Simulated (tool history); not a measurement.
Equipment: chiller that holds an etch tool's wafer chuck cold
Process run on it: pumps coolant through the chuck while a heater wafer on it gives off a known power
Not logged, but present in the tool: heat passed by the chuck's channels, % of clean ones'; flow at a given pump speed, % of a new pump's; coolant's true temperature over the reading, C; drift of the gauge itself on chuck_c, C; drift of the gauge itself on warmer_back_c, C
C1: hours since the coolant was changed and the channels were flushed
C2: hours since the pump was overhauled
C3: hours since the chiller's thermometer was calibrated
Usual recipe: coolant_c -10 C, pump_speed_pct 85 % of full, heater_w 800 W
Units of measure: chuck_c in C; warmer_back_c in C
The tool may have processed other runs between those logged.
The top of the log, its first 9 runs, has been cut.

run 10 hour=538.0 | coolant_c=-10 pump_speed_pct=90 heater_w=800 | C1=2907 C2=3261 C3=2515 | chuck_c=-4.4 warmer_back_c=1.86
run 11 hour=588.6 | coolant_c=-19 pump_speed_pct=90 heater_w=800 | C1=2958 C2=3312 C3=2566 | chuck_c=-13.4 warmer_back_c=1.84
run 12 hour=629.9 | coolant_c=-19 pump_speed_pct=90 heater_w=800 | C1=2999 C2=3353 C3=2607 | chuck_c=-13.4 warmer_back_c=1.85
run 13 hour=671.4 | coolant_c=-10 pump_speed_pct=85 heater_w=800 | C1=3041 C2=3395 C3=2649 | chuck_c=-4.3 warmer_back_c=2.02
run 14 hour=720.8 | coolant_c=-10 pump_speed_pct=85 heater_w=800 | C1=3090 C2=3444 C3=2698 | chuck_c=-4.1 warmer_back_c=2.00
run 15 hour=784.9 | coolant_c=-17 pump_speed_pct=85 heater_w=800 | C1=3154 C2=3508 C3=2762 | chuck_c=-11.2 warmer_back_c=2.00
run 16 hour=848.2 | coolant_c=-10 pump_speed_pct=85 heater_w=800 | C1=3218 C2=3571 C3=2825 | chuck_c=-4.0 warmer_back_c=2.02
run 17 hour=917.9 | coolant_c=-10 pump_speed_pct=85 heater_w=800 | C1=3287 C2=3641 C3=2895 | chuck_c=-4.0 warmer_back_c=2.05
run 18 hour=975.7 | coolant_c=-10 pump_speed_pct=72 heater_w=503 | C1=3345 C2=3699 C3=2953 | chuck_c=-5.8 warmer_back_c=1.65
run 19 hour=1013.3 | coolant_c=-10 pump_speed_pct=81 heater_w=408 | C1=3383 C2=3737 C3=2991 | chuck_c=-6.9 warmer_back_c=1.22
run 20 hour=1080.5 | coolant_c=-10 pump_speed_pct=81 heater_w=408 | C1=3450 C2=3804 C3=3058 | chuck_c=-6.8 warmer_back_c=1.24
run 21 hour=1122.7 | coolant_c=-12 pump_speed_pct=99 heater_w=588 | C1=3492 C2=3846 C3=3100 | chuck_c=-8.2 warmer_back_c=1.36
run 22 hour=1192.7 | coolant_c=-4 pump_speed_pct=70 heater_w=548 | C1=3562 C2=3916 C3=3170 | chuck_c=0.6 warmer_back_c=1.80
run 23 hour=1244.6 | coolant_c=-18 pump_speed_pct=85 heater_w=513 | C1=3614 C2=3968 C3=3222 | chuck_c=-14.4 warmer_back_c=1.44
run 24 hour=1306.8 | coolant_c=-13 pump_speed_pct=85 heater_w=800 | C1=3676 C2=4030 C3=3284 | chuck_c=-7.2 warmer_back_c=2.09
run 25 hour=1356.5 | coolant_c=-10 pump_speed_pct=76 heater_w=800 | C1=3726 C2=4080 C3=3334 | chuck_c=-3.5 warmer_back_c=2.34
run 26 hour=1412.2 | coolant_c=-10 pump_speed_pct=76 heater_w=800 | C1=3782 C2=4136 C3=3390 | chuck_c=-3.4 warmer_back_c=2.37
run 27 hour=1471.0 | coolant_c=-3 pump_speed_pct=66 heater_w=425 | C1=3840 C2=4194 C3=3448 | chuck_c=0.8 warmer_back_c=1.58
run 28 hour=1521.6 | coolant_c=-6 pump_speed_pct=62 heater_w=1086 | C1=3891 C2=4245 C3=3499 | chuck_c=4.5 warmer_back_c=3.84
run 29 hour=1561.6 | coolant_c=0 pump_speed_pct=76 heater_w=862 | C1=3931 C2=4285 C3=3539 | chuck_c=7.2 warmer_back_c=2.50
run 30 hour=1620.8 | coolant_c=-7 pump_speed_pct=66 heater_w=505 | C1=3990 C2=4344 C3=3598 | chuck_c=-2.5 warmer_back_c=1.95
run 31 hour=1679.7 | coolant_c=-7 pump_speed_pct=66 heater_w=505 | C1=4049 C2=4403 C3=3657 | chuck_c=-2.4 warmer_back_c=1.90

Predict each of these 5 candidate next runs independently; none follows another, all start after run 31:
run A hour=1740.3 | coolant_c=-10 pump_speed_pct=85 heater_w=468 | C1=4110 C2=4464 C3=3718 | chuck_c=? warmer_back_c=?
run B hour=1740.3 | coolant_c=0 pump_speed_pct=60 heater_w=505 | C1=4110 C2=4464 C3=3718 | chuck_c=? warmer_back_c=?
run C hour=1740.3 | coolant_c=-10 pump_speed_pct=85 heater_w=847 | C1=4110 C2=4464 C3=3718 | chuck_c=? warmer_back_c=?
run D hour=1740.3 | coolant_c=-8 pump_speed_pct=85 heater_w=800 | C1=4110 C2=4464 C3=3718 | chuck_c=? warmer_back_c=?
run E hour=1740.3 | coolant_c=-1 pump_speed_pct=60 heater_w=941 | C1=4110 C2=4464 C3=3718 | chuck_c=? warmer_back_c=?

run=A chuck_c=-6.6 warmer_back_c=1.49
run=B chuck_c=4.8 warmer_back_c=2.13
run=C chuck_c=-3.7 warmer_back_c=2.28
run=D chuck_c=-2.0 warmer_back_c=2.26
run=E chuck_c=8.1 warmer_back_c=3.68
What these runs would have given with no unlogged condition in the tool:
run=A chuck_c=-6.6 warmer_back_c=1.10
run=B chuck_c=4.8 warmer_back_c=1.74
run=C chuck_c=-3.8 warmer_back_c=1.89
run=D chuck_c=-2.1 warmer_back_c=1.86
run=E chuck_c=8.1 warmer_back_c=3.29

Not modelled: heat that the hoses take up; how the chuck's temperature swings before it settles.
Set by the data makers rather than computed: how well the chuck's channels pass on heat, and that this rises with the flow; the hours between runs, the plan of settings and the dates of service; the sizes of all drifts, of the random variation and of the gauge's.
